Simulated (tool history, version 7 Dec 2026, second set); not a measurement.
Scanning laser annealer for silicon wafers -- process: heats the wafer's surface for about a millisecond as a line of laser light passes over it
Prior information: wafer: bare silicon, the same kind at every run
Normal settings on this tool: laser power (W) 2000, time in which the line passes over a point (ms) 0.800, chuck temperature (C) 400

run   hour  laser power (W)  time in which the line passes over a point (ms)  chuck temperature (C)  highest temperature of the surface (C)
  1    0.0             2000                                            0.800                    400                                    1138
  2    5.9             2000                                            0.749                    400                                    1115
  3   14.2             2000                                            0.749                    400                                    1110
  4   22.9             2080                                            0.749                    400                                    1141
  5   30.7             2080                                            0.749                    400                                    1144
  6   38.2             2080                                            0.749                    400                                    1138
  7   46.9             2080                                            0.749                    400                                    1139
  8   55.4             2080                                            0.940                    400                                    1238
  9   64.3             2080                                            0.940                    400                                    1231
 10   69.2             2080                                            0.940                    400                                    1235
 11   78.2             2173                                            0.800                    400                                    1206
 12   84.1             2166                                            0.863                    418                                    1253
 13   91.5             1824                                            0.795                    418                                    1079
 14   95.9             1983                                            0.609                    397                                    1025
 15  101.8             2000                                            0.724                    400                                    1094
 16  109.3             2000                                            0.606                    432                                    1061
 17  116.4             2116                                            0.606                    393                                    1062
 18  125.5             1891                                            0.926                    429                                    1175
     129.5  -- window over the wafer cleaned
 19  134.5             1891                                            0.926                    429                                    1195
 20  140.6             1899                                            0.568                    397                                     987
 21  149.7             1899                                            0.568                    397                                     989

Alternative continuations, all from the tool just after run 21; predict every row:
  A  154.7             1904                                            0.829                    377                                       ?
  B  154.7             2000                                            0.800                    436                                       ?
  C  154.7             2127                                            0.928                    385                                       ?
  D  154.7             1704                                            0.809                    400                                       ?
  E  154.7             1899                                            0.773                    363                                       ?

run  highest temperature of the surface (C)
  A                                    1107
  B                                    1193
  C                                    1260
  D                                    1034
  E                                    1063
What these runs would have given with no unlogged condition in the tool:
run  highest temperature of the surface (C)
  A                                    1108
  B                                    1194
  C                                    1261
  D                                    1034
  E                                    1064
